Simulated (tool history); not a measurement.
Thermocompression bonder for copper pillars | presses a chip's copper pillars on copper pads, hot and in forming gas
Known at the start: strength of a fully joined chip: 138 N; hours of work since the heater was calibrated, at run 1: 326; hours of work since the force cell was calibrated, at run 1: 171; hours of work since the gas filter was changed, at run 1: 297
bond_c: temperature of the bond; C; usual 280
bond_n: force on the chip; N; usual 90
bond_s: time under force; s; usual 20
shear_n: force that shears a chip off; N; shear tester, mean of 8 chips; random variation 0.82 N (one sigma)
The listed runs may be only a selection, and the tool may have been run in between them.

run	hour	bond_c	bond_n	bond_s	hours of work since the heater was calibrated	hours of work since the force cell was calibrated	hours of work since the gas filter was changed	shear_n
1	0.0	280	90	20	326	171	297	62.7
2	7.7	280	121	20	331	176	303	77.0
3	13.0	280	90	20	335	179	306	61.4
4	19.2	280	90	20	339	184	310	62.9
5	26.7	280	90	20	344	189	315	60.9
6	33.7	280	90	12	348	193	320	51.5
7	42.9	280	90	12	355	200	326	52.4
8	48.1	280	90	12	358	203	330	51.0
9	53.9	280	90	20	362	207	334	62.4
10	61.5	280	90	20	367	212	339	63.3
11	65.7	279	122	20	370	215	342	76.4
12	75.9	283	108	17	377	222	349	67.8
13	82.5	280	104	15	381	226	353	61.8
# hour 85.5: heater calibrated with a thermocouple chip
14	92.8	280	104	15	5	232	359	58.7
15	99.0	301	116	20	9	236	363	87.1
16	105.1	301	66	21	13	240	367	61.7
# hour 108.0: heater calibrated with a thermocouple chip, once more
17	115.2	302	55	11	5	246	372	45.0
18	124.2	280	55	20	11	252	378	43.6
19	132.3	261	55	58	16	257	384	51.8

Branching from run 19: 3 alternative next runs. What would each branch give?
A	139.0	261	66	58	21	262	388	?
B	139.0	286	132	11	21	262	388	?
C	139.0	289	90	11	21	262	388	?

run	shear_n
A	59.4
B	74.3
C	58.5
With no hidden state in the tool, these same runs would have given:
run	shear_n
A	59.6
B	75.0
C	58.9
